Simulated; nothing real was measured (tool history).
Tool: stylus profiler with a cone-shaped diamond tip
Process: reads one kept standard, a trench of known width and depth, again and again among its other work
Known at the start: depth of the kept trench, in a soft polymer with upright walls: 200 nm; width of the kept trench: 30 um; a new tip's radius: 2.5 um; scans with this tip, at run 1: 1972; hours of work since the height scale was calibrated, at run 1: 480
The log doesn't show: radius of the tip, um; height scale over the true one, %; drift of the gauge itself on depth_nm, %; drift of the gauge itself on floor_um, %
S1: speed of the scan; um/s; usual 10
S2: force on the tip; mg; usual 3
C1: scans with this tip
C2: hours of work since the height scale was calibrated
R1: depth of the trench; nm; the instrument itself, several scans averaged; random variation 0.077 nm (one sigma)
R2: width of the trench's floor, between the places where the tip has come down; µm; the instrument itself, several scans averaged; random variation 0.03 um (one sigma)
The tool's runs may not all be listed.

run     day  S1    S2    C1   C2      R1     R2
  1       0  10     3  1972  480  203.77  27.72
  2   1.729  10     3  2101  511  203.72   27.7
  3    3.65  10  1.27  2244  546  201.93  27.73
  4   5.362  10  1.89  2372  577  202.58  27.63
  5   7.096  10  1.89  2501  608  202.57  27.67
  6   8.983  10  1.89  2642  643  202.61  27.63
  7  10.567   4     3  2760  671  203.71  27.69
  8  11.854  19     3  2856  695   203.5   27.6
  9  13.562  19     3  2984  726  203.53  27.54
 10  14.521   5     3  3055  743  203.61  27.61
 11  16.292   2  6.77  3188  775  206.34  27.55
 12  17.925   2  6.77  3310  805  206.47  27.57
 13  19.217  18  1.24  3406  828  201.81  27.53
     19.321  -- height scale calibrated on a step standard
 14  20.704  10  1.48  3515   25  201.96  27.57
 15  22.304  15  1.48  3635   54  201.79  27.46
 16  24.046  15  1.48  3765   86  201.91  27.43
 17  25.762   5  3.02  3893  117  203.32  27.43
 18  27.379   5  3.02  4013  146  203.22  27.43
     28.479  -- height scale calibrated on a step standard, once more
 19    29.2   5  3.02  4148   13  203.94  27.45

The same runs without the tool's hidden state, with the same run-to-run variation:
run      R1     R2
  1  204.04  27.99
  2  204.01  27.98
  3  202.23  28.04
  4   202.9  27.95
  5  202.91  28.02
  6  202.96     28
  7  204.08  28.07
  8  203.88     28
  9  203.93  27.96
 10  204.01  28.04
 11  206.77  27.99
 12  206.91  28.03
 13  202.25     28
 14  202.54  28.06
 15  202.39  27.96
 16  202.52  27.95
 17  203.95  27.97
 18  203.87  27.99
 19  203.96  28.03
